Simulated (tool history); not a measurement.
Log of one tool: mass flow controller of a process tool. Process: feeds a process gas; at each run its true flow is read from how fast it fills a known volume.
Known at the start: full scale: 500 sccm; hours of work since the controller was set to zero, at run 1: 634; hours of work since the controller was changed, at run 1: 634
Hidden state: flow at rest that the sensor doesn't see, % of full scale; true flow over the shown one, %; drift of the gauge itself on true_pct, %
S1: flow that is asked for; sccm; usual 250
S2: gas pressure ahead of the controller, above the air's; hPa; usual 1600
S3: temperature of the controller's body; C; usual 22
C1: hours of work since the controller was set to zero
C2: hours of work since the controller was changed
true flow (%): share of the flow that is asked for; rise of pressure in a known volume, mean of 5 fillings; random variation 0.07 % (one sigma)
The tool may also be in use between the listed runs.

run 1 hour=0 | S1=250 S2=1600 S3=22 | C1=634 C2=634 | true_flow_(%)=98.51
run 2 hour=61.6 | S1=250 S2=1600 S3=22 | C1=681 C2=681 | true_flow_(%)=98.53
run 3 hour=116.2 | S1=250 S2=1600 S3=22 | C1=723 C2=723 | true_flow_(%)=98.63
run 4 hour=204.4 | S1=250 S2=1600 S3=22 | C1=791 C2=791 | true_flow_(%)=98.46
run 5 hour=254.1 | S1=250 S2=1600 S3=22 | C1=829 C2=829 | true_flow_(%)=98.42
run 6 hour=323.7 | S1=250 S2=1600 S3=22 | C1=882 C2=882 | true_flow_(%)=98.46
run 7 hour=426.5 | S1=250 S2=1600 S3=22 | C1=961 C2=961 | true_flow_(%)=98.42
run 8 hour=529.1 | S1=250 S2=2130 S3=22 | C1=1039 C2=1039 | true_flow_(%)=98.48
run 9 hour=571.9 | S1=250 S2=2130 S3=22 | C1=1072 C2=1072 | true_flow_(%)=98.42
run 10 hour=614.6 | S1=250 S2=2130 S3=22 | C1=1105 C2=1105 | true_flow_(%)=98.55
run 11 hour=672.2 | S1=250 S2=1600 S3=23 | C1=1149 C2=1149 | true_flow_(%)=98.44
run 12 hour=737.6 | S1=162 S2=1600 S3=22 | C1=1199 C2=1199 | true_flow_(%)=97.73
run 13 hour=802.9 | S1=250 S2=1600 S3=22 | C1=1249 C2=1249 | true_flow_(%)=98.42
run 14 hour=860.7 | S1=460 S2=1960 S3=22 | C1=1293 C2=1293 | true_flow_(%)=99.03
run 15 hour=966.5 | S1=56 S2=2360 S3=24 | C1=1374 C2=1374 | true_flow_(%)=96.21
run 16 hour=1011.2 | S1=56 S2=2360 S3=24 | C1=1408 C2=1408 | true_flow_(%)=96.12
run 17 hour=1079.2 | S1=56 S2=1740 S3=24 | C1=1460 C2=1460 | true_flow_(%)=95.99
run 18 hour=1149 | S1=56 S2=1740 S3=24 | C1=1514 C2=1514 | true_flow_(%)=95.76
run 19 hour=1206.7 | S1=56 S2=1600 S3=20 | C1=1558 C2=1558 | true_flow_(%)=95.45
run 20 hour=1270.4 | S1=56 S2=2760 S3=22 | C1=1607 C2=1607 | true_flow_(%)=95.58
run 21 hour=1356 | S1=452 S2=1720 S3=28 | C1=1672 C2=1672 | true_flow_(%)=99.15
run 22 hour=1403.5 | S1=452 S2=1720 S3=24 | C1=1709 C2=1709 | true_flow_(%)=98.84
run 23 hour=1469.8 | S1=82 S2=1770 S3=21 | C1=1759 C2=1759 | true_flow_(%)=96.07
run 24 hour=1532.9 | S1=67 S2=1770 S3=22 | C1=1808 C2=1808 | true_flow_(%)=95.64
run 25 hour=1601.6 | S1=67 S2=1770 S3=22 | C1=1860 C2=1860 | true_flow_(%)=95.47
run 26 hour=1671.9 | S1=70 S2=1480 S3=33 | C1=1914 C2=1914 | true_flow_(%)=96.17

Measured less the same run without the tool's hidden state. The same run-to-run variation is in both; the gauge's scatter may not be:
run=1 true_flow_(%)=-0.54
run=2 true_flow_(%)=-0.56
run=3 true_flow_(%)=-0.59
run=4 true_flow_(%)=-0.62
run=5 true_flow_(%)=-0.64
run=6 true_flow_(%)=-0.67
run=7 true_flow_(%)=-0.72
run=8 true_flow_(%)=-0.77
run=9 true_flow_(%)=-0.8
run=10 true_flow_(%)=-0.81
run=11 true_flow_(%)=-0.84
run=12 true_flow_(%)=-1.12
run=13 true_flow_(%)=-0.89
run=14 true_flow_(%)=-0.69
run=15 true_flow_(%)=-2.82
run=16 true_flow_(%)=-2.88
run=17 true_flow_(%)=-2.97
run=18 true_flow_(%)=-3.07
run=19 true_flow_(%)=-3.16
run=20 true_flow_(%)=-3.24
run=21 true_flow_(%)=-0.85
run=22 true_flow_(%)=-0.87
run=23 true_flow_(%)=-2.58
run=24 true_flow_(%)=-3.1
run=25 true_flow_(%)=-3.18
run=26 true_flow_(%)=-3.15
